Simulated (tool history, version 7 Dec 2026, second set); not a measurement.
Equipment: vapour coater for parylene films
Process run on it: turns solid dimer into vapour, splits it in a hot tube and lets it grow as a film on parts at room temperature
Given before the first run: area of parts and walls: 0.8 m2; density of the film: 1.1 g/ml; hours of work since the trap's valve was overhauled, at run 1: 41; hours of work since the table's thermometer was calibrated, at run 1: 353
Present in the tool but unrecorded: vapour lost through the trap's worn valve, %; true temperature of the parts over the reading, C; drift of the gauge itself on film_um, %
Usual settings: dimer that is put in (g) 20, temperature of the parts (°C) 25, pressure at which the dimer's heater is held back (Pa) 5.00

| run | hour | dimer that is put in (g) | temperature of the parts (°C) | pressure at which the dimer's heater is held back (Pa) | hours of work since the trap's valve was overhauled | hours of work since the table's thermometer was calibrated | thickness of the film (µm) |
|---|---|---|---|---|---|---|---|
| 1 | 0.0 | 20 | 25 | 5.00 | 41 | 353 | 10.54 |
| 2 | 29.0 | 20 | 25 | 5.00 | 63 | 376 | 10.53 |
| 3 | 52.8 | 8 | 25 | 5.00 | 81 | 394 | 4.14 |
| 4 | 70.0 | 8 | 25 | 5.00 | 95 | 407 | 4.22 |
| 5 | 87.3 | 20 | 25 | 4.09 | 108 | 421 | 10.66 |
| 6 | 114.5 | 20 | 25 | 4.09 | 129 | 442 | 10.71 |
| 7 | 135.1 | 20 | 25 | 4.09 | 145 | 458 | 10.74 |
| 8 | 152.6 | 20 | 25 | 5.00 | 158 | 471 | 10.39 |
| 9 | 170.0 | 20 | 25 | 5.00 | 172 | 485 | 10.50 |
| 10 | 194.7 | 20 | 36 | 6.91 | 191 | 504 | 7.48 |
| 11 | 211.1 | 20 | 25 | 5.00 | 204 | 516 | 10.46 |
| 12 | 241.2 | 22 | 20 | 5.00 | 227 | 540 | 13.16 |
| 13 | 263.6 | 22 | 20 | 5.00 | 244 | 557 | 13.24 |
| 14 | 278.1 | 10 | 17 | 5.00 | 255 | 568 | 6.54 |
| 15 | 295.2 | 10 | 25 | 5.00 | 269 | 581 | 5.23 |
| 16 | 317.9 | 28 | 33 | 5.00 | 286 | 599 | 11.90 |
| 17 | 331.8 | 9 | 19 | 3.00 | 297 | 610 | 5.87 |
| 18 | 356.5 | 25 | 31 | 4.67 | 316 | 629 | 11.01 |

3 ways to go on from here, each from the tool as it stands after run 18. What would each give?
| A | 381.3 | 33 | 31 | 12.00 | 335 | 648 | ? |
| B | 381.3 | 11 | 29 | 4.67 | 335 | 648 | ? |
| C | 381.3 | 20 | 34 | 5.00 | 335 | 648 | ? |

| run | thickness of the film (µm) |
|---|---|
| A | 13.39 |
| B | 5.20 |
| C | 8.22 |
Stripped of hidden state, with their random variation kept, the same runs would have yielded:
| run | thickness of the film (µm) |
|---|---|
| A | 13.42 |
| B | 5.22 |
| C | 8.24 |

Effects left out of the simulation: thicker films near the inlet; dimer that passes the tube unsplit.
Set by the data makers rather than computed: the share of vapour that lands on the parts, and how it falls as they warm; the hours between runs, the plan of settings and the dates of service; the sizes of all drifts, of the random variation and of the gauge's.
